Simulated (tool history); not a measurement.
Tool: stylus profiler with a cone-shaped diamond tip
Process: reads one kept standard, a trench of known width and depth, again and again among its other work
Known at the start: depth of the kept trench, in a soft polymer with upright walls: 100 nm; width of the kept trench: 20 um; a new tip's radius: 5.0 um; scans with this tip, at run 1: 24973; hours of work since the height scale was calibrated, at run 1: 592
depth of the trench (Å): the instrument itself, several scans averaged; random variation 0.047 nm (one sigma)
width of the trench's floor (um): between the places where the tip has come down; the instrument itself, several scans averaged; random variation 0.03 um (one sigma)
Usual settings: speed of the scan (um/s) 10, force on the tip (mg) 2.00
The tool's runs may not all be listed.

run	day	speed of the scan (um/s)	force on the tip (mg)	scans with this tip	hours of work since the height scale was calibrated	depth of the trench (Å)	width of the trench's floor (um)
1	0.000	10	2.00	24973	592	1016.6	16.43
# day 2.208: new tip fitted, height scale calibrated
2	4.058	10	4.19	241	21	1024.3	17.93
3	8.029	10	4.19	759	67	1025.4	17.95
4	12.238	10	4.19	1309	115	1024.9	17.85
5	14.538	10	4.19	1609	141	1025.3	17.86
6	17.917	10	1.23	2050	180	1011.1	17.69
7	22.871	10	1.23	2697	237	1011.7	17.68
8	28.058	10	1.23	3374	296	1011.7	17.65
9	32.312	10	2.00	3929	345	1016.0	17.63
10	36.721	30	2.00	4504	396	1015.5	17.49
11	40.938	30	2.00	5055	444	1015.3	17.44
12	44.779	30	2.00	5556	488	1016.4	17.44
13	47.308	10	2.00	5886	517	1016.3	17.45
14	51.842	5	2.00	6478	569	1016.6	17.44
15	55.858	5	2.00	7002	615	1017.1	17.46
16	60.012	10	3.37	7544	663	1023.6	17.34
17	63.838	10	2.86	8043	706	1020.6	17.31
18	67.083	10	2.84	8467	744	1021.4	17.36
19	69.400	2	2.00	8769	770	1016.7	17.36
20	74.017	2	2.00	9372	823	1017.9	17.26
21	79.571	2	2.00	10097	887	1017.7	17.21
22	84.062	11	3.88	10683	938	1025.3	17.15
23	89.175	23	1.83	11350	997	1016.7	17.09
# day 89.479: height scale calibrated on a step standard
24	91.962	10	2.19	11711	28	1019.3	17.07
25	97.146	2	1.31	12388	88	1014.3	17.06
26	100.417	5	1.95	12815	125	1018.1	17.04
27	103.758	34	3.00	13251	164	1022.9	16.94
28	108.675	27	1.11	13892	220	1013.3	16.86
29	112.708	27	1.11	14419	266	1014.2	16.83
# day 115.217: height scale calibrated on a step standard, once more
30	115.350	9	2.00	14761	2	1013.7	16.98
31	118.775	8	2.74	15208	41	1018.2	16.91
32	121.962	8	2.74	15624	77	1018.7	16.84
33	124.308	10	2.78	15930	104	1018.4	16.78
34	126.596	3	3.98	16229	130	1022.6	16.89
35	131.254	3	3.98	16837	184	1023.1	16.83
36	136.292	3	3.98	17494	242	1023.2	16.74
37	140.146	3	3.98	17997	286	1023.5	16.75
38	145.358	10	3.67	18678	345	1022.7	16.73
39	149.421	12	1.78	19208	392	1013.4	16.69
40	152.146	13	1.54	19564	423	1012.2	16.68
41	155.842	2	1.86	20046	466	1015.2	16.63

3 ways to go on from here, each from the tool as it stands after run 41. What would each give?
A	158.812	4	5.85	20434	500	?	?
B	158.812	2	3.34	20434	500	?	?
C	158.812	4	5.44	20434	500	?	?

run	depth of the trench (Å)	width of the trench's floor (um)
A	1031.5	16.64
B	1021.7	16.63
C	1029.4	16.67
Without the tool's hidden state the same runs would have given:
run	depth of the trench (Å)	width of the trench's floor (um)
A	1030.9	18.00
B	1021.1	17.99
C	1028.7	18.03
